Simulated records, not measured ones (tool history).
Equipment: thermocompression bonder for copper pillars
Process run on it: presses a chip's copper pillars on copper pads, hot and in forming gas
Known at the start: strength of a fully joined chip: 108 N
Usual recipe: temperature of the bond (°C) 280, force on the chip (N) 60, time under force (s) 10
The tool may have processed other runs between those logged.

run	hour	temperature of the bond (°C)	force on the chip (N)	time under force (s)	force that shears a chip off (N)
1	0	280	60	10	65.1
2	16.1	280	60	10	63.9
3	26.7	280	60	10	64.4
4	44.9	280	60	10	63.5
5	54.2	280	60	10	64.1
6	62.7	280	60	10	63.2
7	81.8	280	60	10	63.2
8	96.2	280	60	10	63.4
9	107.8	280	60	10	63.1
10	121.7	280	61	10	63.4
11	131.3	280	60	10	64
12	146.4	280	60	10	62.9
13	161.7	280	60	10	62.3
14	182	280	60	10	62.3
# hour 185.1: heater calibrated with a thermocouple chip
15	197.7	280	75	10	73.6
16	206.9	280	60	10	61.5
17	225.8	280	60	10	61.8
# hour 235.7: forming gas filter changed
18	244	280	60	10	67.9
19	262.9	280	60	10	68.1
20	273.3	280	60	10	67.3
21	281.7	280	60	10	67.2
22	291.5	280	60	10	68.4
23	303.9	271	76	8	71.9
# hour 308.7: heater calibrated with a thermocouple chip, once more
24	324.9	271	76	8	72.5
25	342.4	258	46	7	36.7
26	360.1	287	46	5	44.3
27	379.2	287	58	17	79.6
28	395.8	287	58	17	78.8
29	415.5	275	54	13	62.9
30	434.6	280	80	12	85.6
31	450.1	280	80	12	84.8
32	466.8	293	80	22	97.1
33	486.2	308	60	23	92.3
34	498	308	60	23	91.9
35	508.9	256	39	10	33.1
36	526.5	256	39	7	29
37	537.1	256	39	7	29.1
38	548.4	270	41	7	35.5
39	564	270	41	7	35.9

3 options for the next run, each taken on its own from the tool as it stands now. Forecast them:
A	576	265	82	7	?
B	576	303	60	10	?
C	576	299	66	22	?

run	force that shears a chip off (N)
A	68
B	76.8
C	91.3
Without the tool's hidden state the same runs would have given:
run	force that shears a chip off (N)
A	71.4
B	80.6
C	95.7
